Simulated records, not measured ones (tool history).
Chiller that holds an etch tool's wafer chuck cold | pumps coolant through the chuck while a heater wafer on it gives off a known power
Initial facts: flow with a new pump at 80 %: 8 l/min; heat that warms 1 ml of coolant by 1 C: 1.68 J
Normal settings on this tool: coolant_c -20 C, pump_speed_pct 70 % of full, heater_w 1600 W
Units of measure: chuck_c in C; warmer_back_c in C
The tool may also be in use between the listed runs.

run   hour  coolant_c  pump_speed_pct  heater_w  chuck_c  warmer_back_c
  1      0        -20              70      1600     -3.9           8.09
  2   16.1        -20              70      1600     -3.8           8.17
  3   35.1        -20              70      1600     -3.7           8.13
  4   66.1        -20              70      1600     -3.9            8.1
  5   83.1        -20              70      1600     -3.6           8.16
  6  114.1        -20              67      1600     -3.3            8.5
  7  143.4        -20              67      1600     -3.1           8.55
  8  175.2        -20              70      1600     -3.6           8.14
  9  196.3        -20              86      1737       -5           7.26
     203.2  -- coolant pump overhauled
 10  218.2        -20              86      1737     -5.1           7.21
 11  244.1        -19              66       862     -9.6           4.63
     260.1  -- coolant pump overhauled, once more
 12  264.8        -19              66       862     -9.7           4.69
 13  278.4        -19              66       862     -9.5           4.67
 14  296.3        -19              66       862     -9.7           4.64
 15  329.2        -19              66       862     -9.7           4.65
 16  355.7        -19              66       862     -9.9           4.65

What if the next run were any one of these 4? Each begins from the tool's condition after run 16:
  A   378        -26              95       801        ?              ?
  B   378        -16              89      1164        ?              ?
  C   378        -28              66      1215        ?              ?
  D   378        -21              66      2093        ?              ?

run  chuck_c  warmer_back_c
  A    -19.4           3.04
  B       -6           4.65
  C    -14.7           6.56
  D      1.5          11.22
What these runs would have given with no unlogged condition in the tool:
run  chuck_c  warmer_back_c
  A      -20           3.02
  B     -6.9           4.62
  C    -15.8           6.53
  D     -0.1          11.15
